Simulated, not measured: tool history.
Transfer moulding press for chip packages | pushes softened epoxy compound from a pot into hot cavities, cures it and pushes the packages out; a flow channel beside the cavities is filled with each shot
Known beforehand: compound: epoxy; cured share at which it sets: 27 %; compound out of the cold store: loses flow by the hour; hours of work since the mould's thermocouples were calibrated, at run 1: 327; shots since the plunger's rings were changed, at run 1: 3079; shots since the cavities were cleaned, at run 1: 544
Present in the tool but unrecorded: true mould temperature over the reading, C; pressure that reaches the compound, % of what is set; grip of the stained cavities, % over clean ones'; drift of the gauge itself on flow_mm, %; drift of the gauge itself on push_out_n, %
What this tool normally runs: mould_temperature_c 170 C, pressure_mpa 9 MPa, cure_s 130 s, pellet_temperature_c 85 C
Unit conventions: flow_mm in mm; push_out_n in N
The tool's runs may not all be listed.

run,day,mould_temperature_c,pressure_mpa,cure_s,pellet_temperature_c,hours of work since the mould's thermocouples were calibrated,shots since the plunger's rings were changed,shots since the cavities were cleaned,incoming compound's hours out of the cold store,flow_mm,push_out_n
1,0.000,170,9,130,85,327,3079,544,14.7,739,345
# day 0.450: cavities cleaned with cleaning compound and waxed
2,1.750,175,9,130,85,349,3394,243,34.7,665,259
3,3.458,171,9,130,85,371,3713,562,34.9,668,331
# day 3.829: cavities cleaned with cleaning compound and waxed
4,4.788,171,9,130,85,388,3950,180,30.6,679,269
5,6.092,170,9,130,85,405,4193,423,22.8,693,325
# day 7.233: cavities cleaned with cleaning compound and waxed
# day 8.017: plunger's sealing rings changed
6,8.217,170,9,137,85,430,37,164,38.7,706,263
7,9.142,170,9,137,85,442,210,337,41.2,695,289
8,10.179,170,9,137,85,455,403,530,47.3,680,299

Expected results for the next run?
# day 10.725: cavities cleaned with cleaning compound and waxed
9,12.233,176,9,137,85,481,775,282,40.4,?,?

flow_mm: 677 mm
push_out_n: 267 N
On a tool with no hidden condition, and with the same random variation, this run would have come out at flow_mm 688 mm, push_out_n 213 N.
